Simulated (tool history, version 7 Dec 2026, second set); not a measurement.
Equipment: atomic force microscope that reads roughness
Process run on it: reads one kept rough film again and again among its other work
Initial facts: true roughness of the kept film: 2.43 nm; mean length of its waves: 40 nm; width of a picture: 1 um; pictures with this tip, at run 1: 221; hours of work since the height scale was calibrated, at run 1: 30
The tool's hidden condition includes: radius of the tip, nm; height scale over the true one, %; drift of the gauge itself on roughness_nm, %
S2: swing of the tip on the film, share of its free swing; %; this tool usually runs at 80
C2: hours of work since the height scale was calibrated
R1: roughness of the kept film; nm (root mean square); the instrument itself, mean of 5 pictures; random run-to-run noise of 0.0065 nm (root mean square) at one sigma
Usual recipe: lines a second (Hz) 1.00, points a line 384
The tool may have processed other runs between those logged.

Run 1, hour 0.0: usual settings; pictures with this tip 221; C2 30. Result: R1 2.045 nm (root mean square).
Run 2, hour 20.1: usual settings; pictures with this tip 240; C2 38. Result: R1 2.035 nm (root mean square).
At hour 22.4: new tip fitted.
Run 3, hour 36.3: usual settings; pictures with this tip 13; C2 45. Result: R1 2.112 nm (root mean square).
Run 4, hour 52.9: usual settings but points a line 909; pictures with this tip 29; C2 52. Result: R1 2.131 nm (root mean square).
Run 5, hour 67.2: usual settings; pictures with this tip 43; C2 58. Result: R1 2.110 nm (root mean square).
Run 6, hour 78.6: usual settings; pictures with this tip 54; C2 63. Result: R1 2.119 nm (root mean square).
Run 7, hour 89.3: usual settings; pictures with this tip 64; C2 67. Result: R1 2.113 nm (root mean square).
Run 8, hour 113.2: usual settings; pictures with this tip 86; C2 77. Result: R1 2.095 nm (root mean square).
Run 9, hour 126.5: usual settings but S2 60 %; pictures with this tip 99; C2 83. Result: R1 2.251 nm (root mean square).
Run 10, hour 150.3: usual settings but S2 61 %; pictures with this tip 122; C2 93. Result: R1 2.225 nm (root mean square).
Run 11, hour 171.9: usual settings but S2 85 %; pictures with this tip 142; C2 102. Result: R1 2.035 nm (root mean square).
Run 12, hour 187.2: usual settings; pictures with this tip 157; C2 109. Result: R1 2.070 nm (root mean square).
Run 13, hour 199.4: usual settings; pictures with this tip 168; C2 114. Result: R1 2.073 nm (root mean square).
Run 14, hour 215.3: usual settings but S2 71 %; pictures with this tip 183; C2 121. Result: R1 2.145 nm (root mean square).
Run 15, hour 226.7: usual settings but lines a second (Hz) 2.22, S2 78 %, points a line 672; pictures with this tip 194; C2 126. Result: R1 1.905 nm (root mean square).
Run 16, hour 242.8: usual settings but lines a second (Hz) 1.06, S2 78 %, points a line 672; pictures with this tip 209; C2 133. Result: R1 2.068 nm (root mean square).
Run 17, hour 259.4: usual settings but lines a second (Hz) 1.06, S2 78 %, points a line 672; pictures with this tip 225; C2 140. Result: R1 2.056 nm (root mean square).
Run 18, hour 269.6: usual settings but lines a second (Hz) 1.06, S2 78 %, points a line 672; pictures with this tip 235; C2 144. Result: R1 2.070 nm (root mean square).
At hour 276.7: new tip fitted.
Run 19, hour 286.9: usual settings but lines a second (Hz) 1.06, S2 78 %, points a line 672; pictures with this tip 10; C2 151. Result: R1 2.139 nm (root mean square).
Run 20, hour 300.2: usual settings but lines a second (Hz) 1.22, S2 76 %, points a line 673; pictures with this tip 22; C2 157. Result: R1 2.140 nm (root mean square).
Run 21, hour 312.4: usual settings but lines a second (Hz) 0.98, S2 56 %; pictures with this tip 34; C2 162. Result: R1 2.295 nm (root mean square).
Run 22, hour 324.9: usual settings but lines a second (Hz) 0.98, S2 56 %; pictures with this tip 46; C2 167. Result: R1 2.274 nm (root mean square).
Run 23, hour 338.9: usual settings but lines a second (Hz) 0.70, S2 74 %; pictures with this tip 59; C2 173. Result: R1 2.218 nm (root mean square).
Run 24, hour 354.8: usual settings but lines a second (Hz) 2.95, S2 65 %, points a line 643; pictures with this tip 74; C2 180. Result: R1 2.057 nm (root mean square).
Run 25, hour 368.8: usual settings but S2 69 %, points a line 498; pictures with this tip 88; C2 186. Result: R1 2.200 nm (root mean square).
Run 26, hour 385.2: usual settings but lines a second (Hz) 1.02, S2 90 %, points a line 780; pictures with this tip 103; C2 193. Result: R1 1.980 nm (root mean square).
Run 27, hour 406.5: usual settings but lines a second (Hz) 3.31, S2 86 %; pictures with this tip 123; C2 202. Result: R1 1.598 nm (root mean square).
Run 28, hour 418.9: usual settings but lines a second (Hz) 3.31, S2 86 %; pictures with this tip 135; C2 207. Result: R1 1.596 nm (root mean square).

Predict each of these 4 candidate next runs independently; none follows another, all start after run 28:
Run A, hour 442.8: usual settings but lines a second (Hz) 3.31, S2 76 %, points a line 334; pictures with this tip 158; C2 217. Result: R1 ?.
Run B, hour 442.8: usual settings but lines a second (Hz) 1.52, S2 63 %, points a line 372; pictures with this tip 158; C2 217. Result: R1 ?.
Run C, hour 442.8: usual settings but lines a second (Hz) 0.99, points a line 999; pictures with this tip 158; C2 217. Result: R1 ?.
Run D, hour 442.8: usual settings but lines a second (Hz) 0.63, points a line 640; pictures with this tip 158; C2 217. Result: R1 ?.

run     R1
  A  1.794
  B  2.156
  C  2.100
  D  2.162
With the hidden condition removed and each run's random variation left untouched, the same runs would have given:
run     R1
  A  1.840
  B  2.212
  C  2.154
  D  2.218
